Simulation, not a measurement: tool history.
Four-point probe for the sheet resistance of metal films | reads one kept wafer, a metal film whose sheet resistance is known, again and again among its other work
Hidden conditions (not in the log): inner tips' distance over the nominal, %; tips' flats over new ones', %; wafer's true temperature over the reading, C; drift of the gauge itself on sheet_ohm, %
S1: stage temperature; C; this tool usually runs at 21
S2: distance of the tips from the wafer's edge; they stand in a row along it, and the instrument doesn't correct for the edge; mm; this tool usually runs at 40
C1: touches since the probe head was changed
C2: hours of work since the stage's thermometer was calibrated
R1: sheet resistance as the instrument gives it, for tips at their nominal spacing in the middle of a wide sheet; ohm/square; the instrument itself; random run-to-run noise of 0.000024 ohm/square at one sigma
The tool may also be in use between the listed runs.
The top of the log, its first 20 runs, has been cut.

run	day	S1	S2	C1	C2	R1
21	52.658	21	40	66976	1379	0.120275
22	55.862	21	40	70014	1427	0.120311
23	57.888	34	14	71933	1458	0.120204
24	60.042	34	14	73976	1491	0.120225
25	63.088	26	35	76861	1536	0.120347
26	66.217	26	35	79825	1584	0.120415
27	69.833	25	19	83254	1638	0.120585
28	71.567	32	25	84897	1665	0.120414
29	73.775	27	19	86988	1698	0.120642
30	75.371	27	19	88501	1722	0.120663
31	77.308	27	19	90337	1751	0.120692
# day 77.817: new probe head fitted
32	80.183	27	19	2240	1794	0.118701
33	83.208	27	19	5106	1840	0.118778
34	85.879	34	18	7640	1880	0.118669
35	87.883	22	18	9536	1910	0.11902
36	89.675	21	10	11234	1937	0.119225
37	92.225	31	40	13652	1976	0.118806
38	95.325	31	53	16590	2023	0.118863
39	98.762	29	6	19847	2075	0.119706
40	101.438	18	45	22381	2115	0.119314

Run 41, settings as shown, results not yet in. Your forecast:
41	102.938	18	45	23804	2138	?

R1: 0.119363 ohm/square
If the tool had no hidden condition, the same run with the same run-to-run variation would have returned R1 0.11843 ohm/square.
